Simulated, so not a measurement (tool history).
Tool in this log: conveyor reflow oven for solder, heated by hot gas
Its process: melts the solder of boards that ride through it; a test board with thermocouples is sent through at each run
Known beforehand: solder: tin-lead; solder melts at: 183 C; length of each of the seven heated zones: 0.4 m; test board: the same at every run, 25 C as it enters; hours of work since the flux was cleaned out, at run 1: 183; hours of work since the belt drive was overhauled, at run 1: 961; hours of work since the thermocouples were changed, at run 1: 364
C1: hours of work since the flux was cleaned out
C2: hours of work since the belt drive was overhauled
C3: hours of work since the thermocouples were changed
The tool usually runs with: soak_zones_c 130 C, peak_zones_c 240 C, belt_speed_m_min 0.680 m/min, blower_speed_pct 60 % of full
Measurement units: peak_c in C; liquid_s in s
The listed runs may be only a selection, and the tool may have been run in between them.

run 1 hour=0.0 | soak_zones_c=130 peak_zones_c=240 belt_speed_m_min=0.680 blower_speed_pct=60 | C1=183 C2=961 C3=364 | peak_c=218.3 liquid_s=51.7
run 2 hour=38.1 | soak_zones_c=130 peak_zones_c=240 belt_speed_m_min=0.680 blower_speed_pct=60 | C1=205 C2=983 C3=386 | peak_c=218.3 liquid_s=51.3
-- hour=52.4 flux residue cleaned out of gas plates and filters
run 3 hour=89.9 | soak_zones_c=130 peak_zones_c=240 belt_speed_m_min=0.680 blower_speed_pct=60 | C1=22 C2=1010 C3=413 | peak_c=220.3 liquid_s=53.1
run 4 hour=123.7 | soak_zones_c=130 peak_zones_c=240 belt_speed_m_min=0.585 blower_speed_pct=60 | C1=41 C2=1030 C3=433 | peak_c=225.2 liquid_s=66.3
run 5 hour=179.8 | soak_zones_c=130 peak_zones_c=240 belt_speed_m_min=0.585 blower_speed_pct=60 | C1=74 C2=1062 C3=465 | peak_c=225.4 liquid_s=66.3
run 6 hour=211.9 | soak_zones_c=130 peak_zones_c=240 belt_speed_m_min=0.585 blower_speed_pct=60 | C1=92 C2=1081 C3=484 | peak_c=225.1 liquid_s=66.2
run 7 hour=269.3 | soak_zones_c=130 peak_zones_c=241 belt_speed_m_min=0.680 blower_speed_pct=60 | C1=126 C2=1114 C3=517 | peak_c=220.5 liquid_s=53.1
run 8 hour=326.2 | soak_zones_c=130 peak_zones_c=240 belt_speed_m_min=0.680 blower_speed_pct=60 | C1=158 C2=1147 C3=550 | peak_c=219.6 liquid_s=52.4
run 9 hour=380.9 | soak_zones_c=130 peak_zones_c=240 belt_speed_m_min=0.680 blower_speed_pct=60 | C1=190 C2=1179 C3=581 | peak_c=219.2 liquid_s=52.4
-- hour=418.1 flux residue cleaned out of gas plates and filters
run 10 hour=439.2 | soak_zones_c=130 peak_zones_c=240 belt_speed_m_min=0.680 blower_speed_pct=60 | C1=12 C2=1210 C3=612 | peak_c=220.7 liquid_s=53.9
run 11 hour=497.6 | soak_zones_c=130 peak_zones_c=240 belt_speed_m_min=0.680 blower_speed_pct=60 | C1=46 C2=1243 C3=646 | peak_c=220.6 liquid_s=53.8
run 12 hour=558.9 | soak_zones_c=130 peak_zones_c=240 belt_speed_m_min=0.680 blower_speed_pct=60 | C1=82 C2=1279 C3=682 | peak_c=220.8 liquid_s=53.5
run 13 hour=584.0 | soak_zones_c=130 peak_zones_c=240 belt_speed_m_min=0.680 blower_speed_pct=60 | C1=96 C2=1293 C3=696 | peak_c=220.4 liquid_s=53.3
run 14 hour=609.3 | soak_zones_c=118 peak_zones_c=240 belt_speed_m_min=0.680 blower_speed_pct=60 | C1=111 C2=1308 C3=711 | peak_c=218.0 liquid_s=48.4
run 15 hour=651.9 | soak_zones_c=118 peak_zones_c=240 belt_speed_m_min=0.680 blower_speed_pct=60 | C1=135 C2=1333 C3=735 | peak_c=217.6 liquid_s=48.5
-- hour=698.8 belt drive overhauled, speed set with a stopwatch
run 16 hour=716.5 | soak_zones_c=143 peak_zones_c=237 belt_speed_m_min=0.636 blower_speed_pct=79 | C1=170 C2=10 C3=770 | peak_c=226.3 liquid_s=64.3
run 17 hour=764.5 | soak_zones_c=132 peak_zones_c=240 belt_speed_m_min=0.661 blower_speed_pct=60 | C1=198 C2=38 C3=798 | peak_c=220.4 liquid_s=54.0
-- hour=788.2 flux residue cleaned out of gas plates and filters
run 18 hour=825.2 | soak_zones_c=137 peak_zones_c=240 belt_speed_m_min=0.721 blower_speed_pct=77 | C1=21 C2=70 C3=830 | peak_c=225.5 liquid_s=54.3
run 19 hour=853.9 | soak_zones_c=137 peak_zones_c=242 belt_speed_m_min=0.721 blower_speed_pct=63 | C1=38 C2=87 C3=847 | peak_c=222.2 liquid_s=52.1
run 20 hour=912.9 | soak_zones_c=137 peak_zones_c=242 belt_speed_m_min=0.721 blower_speed_pct=63 | C1=72 C2=121 C3=881 | peak_c=222.1 liquid_s=52.4
run 21 hour=945.7 | soak_zones_c=137 peak_zones_c=242 belt_speed_m_min=0.685 blower_speed_pct=88 | C1=91 C2=140 C3=900 | peak_c=230.9 liquid_s=60.6
run 22 hour=994.7 | soak_zones_c=137 peak_zones_c=242 belt_speed_m_min=0.685 blower_speed_pct=61 | C1=120 C2=168 C3=929 | peak_c=223.4 liquid_s=55.9
run 23 hour=1040.0 | soak_zones_c=123 peak_zones_c=235 belt_speed_m_min=0.680 blower_speed_pct=88 | C1=146 C2=195 C3=955 | peak_c=222.6 liquid_s=52.7

What will run 24 give?
run 24 hour=1076.3 | soak_zones_c=123 peak_zones_c=235 belt_speed_m_min=0.680 blower_speed_pct=88 | C1=167 C2=216 C3=976 | peak_c=? liquid_s=?

peak_c: 222.2 C
liquid_s: 52.4 s
The same run, on a tool lacking any hidden state, would have yielded peak_c 221.5 C, liquid_s 52.1 s.
